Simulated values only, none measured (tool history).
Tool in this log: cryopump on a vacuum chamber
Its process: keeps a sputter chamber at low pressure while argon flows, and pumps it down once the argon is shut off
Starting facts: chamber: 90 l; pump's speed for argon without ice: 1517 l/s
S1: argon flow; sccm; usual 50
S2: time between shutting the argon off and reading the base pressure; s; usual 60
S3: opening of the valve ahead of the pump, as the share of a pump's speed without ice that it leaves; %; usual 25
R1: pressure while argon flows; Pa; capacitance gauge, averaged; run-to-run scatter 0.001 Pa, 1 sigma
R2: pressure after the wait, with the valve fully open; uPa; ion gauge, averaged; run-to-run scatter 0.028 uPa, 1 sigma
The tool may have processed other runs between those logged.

Run 1, hour 0.0: usual settings. Result: R1 0.2275 Pa, R2 1.95 uPa.
Run 2, hour 43.5: usual settings. Result: R1 0.2314 Pa, R2 1.99 uPa.
Run 3, hour 72.9: usual settings. Result: R1 0.2302 Pa, R2 1.92 uPa.
Run 4, hour 130.8: usual settings. Result: R1 0.2291 Pa, R2 1.97 uPa.
Run 5, hour 183.9: usual settings. Result: R1 0.2297 Pa, R2 1.96 uPa.
Run 6, hour 215.3: usual settings. Result: R1 0.2308 Pa, R2 2.06 uPa.
Run 7, hour 244.4: usual settings but S1 51 sccm. Result: R1 0.2378 Pa, R2 2.07 uPa.
Run 8, hour 270.9: usual settings but S1 51 sccm. Result: R1 0.2366 Pa, R2 2.02 uPa.
Run 9, hour 329.8: usual settings but S1 51 sccm. Result: R1 0.2373 Pa, R2 1.96 uPa.
Run 10, hour 355.2: usual settings but S1 51 sccm. Result: R1 0.2394 Pa, R2 2.10 uPa.
Run 11, hour 393.2: usual settings. Result: R1 0.2347 Pa, R2 2.06 uPa.
Run 12, hour 422.5: usual settings. Result: R1 0.2354 Pa, R2 2.09 uPa.
Run 13, hour 480.5: usual settings. Result: R1 0.2349 Pa, R2 2.16 uPa.
Run 14, hour 505.8: usual settings. Result: R1 0.2353 Pa, R2 2.08 uPa.
Run 15, hour 539.1: usual settings but S3 31 %. Result: R1 0.1931 Pa, R2 2.07 uPa.
Run 16, hour 577.6: usual settings but S3 31 %. Result: R1 0.1939 Pa, R2 2.14 uPa.
Run 17, hour 630.1: usual settings but S3 31 %. Result: R1 0.1944 Pa, R2 2.15 uPa.
Run 18, hour 658.3: usual settings but S3 31 %. Result: R1 0.1952 Pa, R2 2.19 uPa.
Run 19, hour 711.2: usual settings but S3 31 %. Result: R1 0.1942 Pa, R2 2.17 uPa.
Run 20, hour 760.8: usual settings but S1 52 sccm, S3 44 %. Result: R1 0.1482 Pa, R2 2.23 uPa.
Run 21, hour 819.4: usual settings but S2 20 s, S3 42 %. Result: R1 0.1496 Pa, R2 4.48 uPa.
Run 22, hour 845.1: usual settings but S1 23 sccm, S3 17 %. Result: R1 0.1584 Pa, R2 2.25 uPa.
Run 23, hour 882.8: usual settings but S2 55 s, S3 40 %. Result: R1 0.1574 Pa, R2 2.38 uPa.
At hour 905.3: pump warmed up, emptied and cooled again.
Run 24, hour 950.1: usual settings but S1 30 sccm, S3 26 %. Result: R1 0.1294 Pa, R2 2.07 uPa.
Run 25, hour 976.9: usual settings but S1 30 sccm, S2 62 s, S3 18 %. Result: R1 0.1864 Pa, R2 1.98 uPa.
Run 26, hour 1029.0: usual settings but S1 30 sccm, S2 62 s, S3 18 %. Result: R1 0.1872 Pa, R2 2.01 uPa.
Run 27, hour 1088.5: usual settings but S1 47 sccm, S2 75 s, S3 54 %. Result: R1 0.0999 Pa, R2 1.73 uPa.
Run 28, hour 1144.6: usual settings but S1 47 sccm, S2 75 s, S3 54 %. Result: R1 0.1003 Pa, R2 1.77 uPa.
Run 29, hour 1185.2: usual settings but S1 64 sccm, S2 50 s, S3 18 %. Result: R1 0.4021 Pa, R2 2.30 uPa.
Run 30, hour 1234.9: usual settings but S1 41 sccm, S2 253 s, S3 47 %. Result: R1 0.1015 Pa, R2 1.19 uPa.
Run 31, hour 1266.6: usual settings but S1 41 sccm, S2 253 s, S3 47 %. Result: R1 0.1006 Pa, R2 1.24 uPa.
Run 32, hour 1314.1: usual settings but S1 67 sccm, S2 220 s, S3 19 %. Result: R1 0.3994 Pa, R2 1.26 uPa.
Run 33, hour 1364.8: usual settings but S1 67 sccm, S2 220 s, S3 19 %. Result: R1 0.4057 Pa, R2 1.22 uPa.

For run 34, what comes out?
Run 34, hour 1399.3: usual settings but S1 62 sccm, S2 257 s. Result: R1 ?, R2 ?.

R1: 0.2835 Pa
R2: 1.22 uPa
Minus the tool's unlogged condition, the same run would have read R1 0.2749 Pa, R2 0.45 uPa.
